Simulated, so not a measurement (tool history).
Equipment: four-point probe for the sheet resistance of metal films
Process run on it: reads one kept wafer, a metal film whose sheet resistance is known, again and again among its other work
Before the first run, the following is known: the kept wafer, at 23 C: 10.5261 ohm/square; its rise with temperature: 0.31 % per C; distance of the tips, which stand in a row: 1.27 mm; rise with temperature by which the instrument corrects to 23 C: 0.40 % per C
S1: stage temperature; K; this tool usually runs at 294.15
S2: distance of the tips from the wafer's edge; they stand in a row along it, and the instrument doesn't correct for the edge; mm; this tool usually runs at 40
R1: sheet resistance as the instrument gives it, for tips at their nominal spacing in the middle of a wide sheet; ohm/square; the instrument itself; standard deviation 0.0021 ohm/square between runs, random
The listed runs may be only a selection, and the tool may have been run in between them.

run    day      S1  S2         R1
  1  0.000  294.15  40  10.569433
  2  0.517  294.15  40  10.564703
  3  0.892  294.15  40  10.568209
  4  1.608  294.15  22  10.579618
  5  2.079  294.15  22  10.578677
  6  2.683  294.15  40  10.563989
  7  2.996  294.15  40  10.568839
  8  3.550  294.15  40  10.568564
     3.617  -- stage's thermometer calibrated
  9  4.292  294.15  40  10.571981
 10  4.992  303.15  40  10.483720
 11  5.600  297.15  58  10.537059

What does the tool deliver on the next run?
 12  6.196  297.15   8   ?

Run 12 produced R1 10.676360 ohm/square.
If the tool had no hidden condition, the same run with the same run-to-run variation would have returned R1 10.657979 ohm/square.

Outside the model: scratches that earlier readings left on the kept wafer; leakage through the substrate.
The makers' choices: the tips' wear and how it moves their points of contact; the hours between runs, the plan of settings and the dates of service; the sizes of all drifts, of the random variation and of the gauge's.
